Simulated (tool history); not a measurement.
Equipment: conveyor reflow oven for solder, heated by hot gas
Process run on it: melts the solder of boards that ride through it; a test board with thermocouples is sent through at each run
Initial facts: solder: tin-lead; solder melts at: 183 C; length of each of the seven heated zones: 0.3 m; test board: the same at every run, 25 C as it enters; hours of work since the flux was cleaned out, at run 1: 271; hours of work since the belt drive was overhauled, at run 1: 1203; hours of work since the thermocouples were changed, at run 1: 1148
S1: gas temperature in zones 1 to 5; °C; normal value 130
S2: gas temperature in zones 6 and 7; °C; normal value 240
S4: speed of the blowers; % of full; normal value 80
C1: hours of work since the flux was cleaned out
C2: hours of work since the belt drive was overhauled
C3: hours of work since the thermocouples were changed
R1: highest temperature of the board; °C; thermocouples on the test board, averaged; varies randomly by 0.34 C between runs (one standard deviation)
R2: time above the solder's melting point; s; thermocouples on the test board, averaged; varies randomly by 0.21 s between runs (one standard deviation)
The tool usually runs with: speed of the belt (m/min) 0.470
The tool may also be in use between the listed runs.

run 1 hour=0.0 | S1=130 S2=240 speed_of_the_belt_(m/min)=0.470 S4=80 | C1=271 C2=1203 C3=1148 | R1=223.7 R2=61.8
run 2 hour=37.4 | S1=130 S2=240 speed_of_the_belt_(m/min)=0.470 S4=80 | C1=299 C2=1231 C3=1176 | R1=223.3 R2=61.9
run 3 hour=75.9 | S1=130 S2=240 speed_of_the_belt_(m/min)=0.434 S4=80 | C1=328 C2=1260 C3=1205 | R1=225.3 R2=68.7
run 4 hour=103.1 | S1=130 S2=240 speed_of_the_belt_(m/min)=0.434 S4=80 | C1=349 C2=1281 C3=1225 | R1=225.6 R2=68.8
-- hour=117.0 flux residue cleaned out of gas plates and filters
run 5 hour=134.8 | S1=130 S2=240 speed_of_the_belt_(m/min)=0.434 S4=80 | C1=13 C2=1301 C3=1245 | R1=225.1 R2=68.6
run 6 hour=156.3 | S1=130 S2=240 speed_of_the_belt_(m/min)=0.434 S4=80 | C1=30 C2=1317 C3=1262 | R1=224.6 R2=68.6
run 7 hour=177.9 | S1=130 S2=240 speed_of_the_belt_(m/min)=0.470 S4=80 | C1=46 C2=1333 C3=1278 | R1=222.6 R2=61.4
-- hour=184.7 belt drive overhauled, speed set with a stopwatch
run 8 hour=212.9 | S1=130 S2=240 speed_of_the_belt_(m/min)=0.470 S4=80 | C1=69 C2=21 C3=1301 | R1=221.9 R2=59.2
run 9 hour=232.3 | S1=130 S2=240 speed_of_the_belt_(m/min)=0.470 S4=80 | C1=84 C2=36 C3=1316 | R1=221.5 R2=58.6
run 10 hour=269.9 | S1=130 S2=240 speed_of_the_belt_(m/min)=0.470 S4=77 | C1=112 C2=64 C3=1344 | R1=220.3 R2=58.5
run 11 hour=296.2 | S1=130 S2=240 speed_of_the_belt_(m/min)=0.470 S4=77 | C1=132 C2=84 C3=1364 | R1=219.9 R2=58.3
run 12 hour=314.4 | S1=130 S2=240 speed_of_the_belt_(m/min)=0.470 S4=77 | C1=146 C2=98 C3=1378 | R1=220.5 R2=58.4
-- hour=320.3 thermocouples of zones 6 and 7 changed
run 13 hour=354.1 | S1=130 S2=240 speed_of_the_belt_(m/min)=0.470 S4=77 | C1=174 C2=126 C3=26 | R1=225.9 R2=61.4
-- hour=371.1 flux residue cleaned out of gas plates and filters, once more
run 14 hour=383.8 | S1=130 S2=240 speed_of_the_belt_(m/min)=0.470 S4=80 | C1=10 C2=145 C3=44 | R1=228.4 R2=63.0
run 15 hour=404.8 | S1=130 S2=240 speed_of_the_belt_(m/min)=0.470 S4=80 | C1=25 C2=161 C3=60 | R1=228.5 R2=63.3
run 16 hour=430.0 | S1=130 S2=240 speed_of_the_belt_(m/min)=0.470 S4=80 | C1=44 C2=180 C3=79 | R1=228.8 R2=63.3
run 17 hour=465.6 | S1=130 S2=240 speed_of_the_belt_(m/min)=0.470 S4=80 | C1=71 C2=206 C3=106 | R1=227.9 R2=62.7
run 18 hour=484.8 | S1=130 S2=240 speed_of_the_belt_(m/min)=0.470 S4=80 | C1=86 C2=221 C3=120 | R1=227.8 R2=62.7
run 19 hour=516.7 | S1=127 S2=247 speed_of_the_belt_(m/min)=0.402 S4=76 | C1=110 C2=245 C3=144 | R1=237.0 R2=78.6
run 20 hour=537.8 | S1=134 S2=240 speed_of_the_belt_(m/min)=0.470 S4=80 | C1=126 C2=261 C3=160 | R1=228.0 R2=64.6
run 21 hour=564.3 | S1=135 S2=240 speed_of_the_belt_(m/min)=0.425 S4=87 | C1=146 C2=281 C3=180 | R1=231.7 R2=74.1
run 22 hour=585.6 | S1=131 S2=252 speed_of_the_belt_(m/min)=0.430 S4=88 | C1=162 C2=297 C3=196 | R1=242.6 R2=76.8
run 23 hour=616.7 | S1=131 S2=252 speed_of_the_belt_(m/min)=0.430 S4=88 | C1=185 C2=320 C3=220 | R1=242.5 R2=76.9
run 24 hour=652.3 | S1=130 S2=240 speed_of_the_belt_(m/min)=0.393 S4=80 | C1=212 C2=347 C3=246 | R1=231.5 R2=78.4
run 25 hour=672.1 | S1=127 S2=242 speed_of_the_belt_(m/min)=0.438 S4=64 | C1=227 C2=362 C3=261 | R1=226.3 R2=65.7
run 26 hour=707.2 | S1=127 S2=242 speed_of_the_belt_(m/min)=0.438 S4=64 | C1=253 C2=389 C3=288 | R1=226.9 R2=65.8
run 27 hour=730.7 | S1=130 S2=236 speed_of_the_belt_(m/min)=0.530 S4=72 | C1=271 C2=406 C3=306 | R1=217.1 R2=48.7
run 28 hour=767.8 | S1=130 S2=236 speed_of_the_belt_(m/min)=0.530 S4=72 | C1=299 C2=434 C3=334 | R1=217.4 R2=48.6
run 29 hour=798.5 | S1=124 S2=241 speed_of_the_belt_(m/min)=0.470 S4=74 | C1=322 C2=457 C3=357 | R1=224.9 R2=59.7
run 30 hour=835.9 | S1=117 S2=245 speed_of_the_belt_(m/min)=0.470 S4=88 | C1=350 C2=486 C3=385 | R1=231.5 R2=62.0

Alternative continuations, all from the tool just after run 30; predict every row:
-- hour=847.5 flux residue cleaned out of gas plates and filters
run A hour=867.2 | S1=120 S2=245 speed_of_the_belt_(m/min)=0.470 S4=55 | C1=15 C2=505 C3=405 | R1=? R2=?
-- hour=847.5 flux residue cleaned out of gas plates and filters
run B hour=867.2 | S1=138 S2=245 speed_of_the_belt_(m/min)=0.470 S4=51 | C1=15 C2=505 C3=405 | R1=? R2=?
-- hour=847.5 flux residue cleaned out of gas plates and filters
run C hour=867.2 | S1=130 S2=240 speed_of_the_belt_(m/min)=0.416 S4=80 | C1=15 C2=505 C3=405 | R1=? R2=?
-- hour=847.5 flux residue cleaned out of gas plates and filters
run D hour=867.2 | S1=117 S2=245 speed_of_the_belt_(m/min)=0.470 S4=64 | C1=15 C2=505 C3=405 | R1=? R2=?

run=A R1=222.6 R2=55.8
run=B R1=223.5 R2=62.8
run=C R1=229.7 R2=74.1
run=D R1=226.0 R2=57.8
With no hidden state in the tool, these same runs would have given:
run=A R1=223.3 R2=55.7
run=B R1=224.1 R2=62.6
run=C R1=230.7 R2=73.9
run=D R1=226.8 R2=57.7
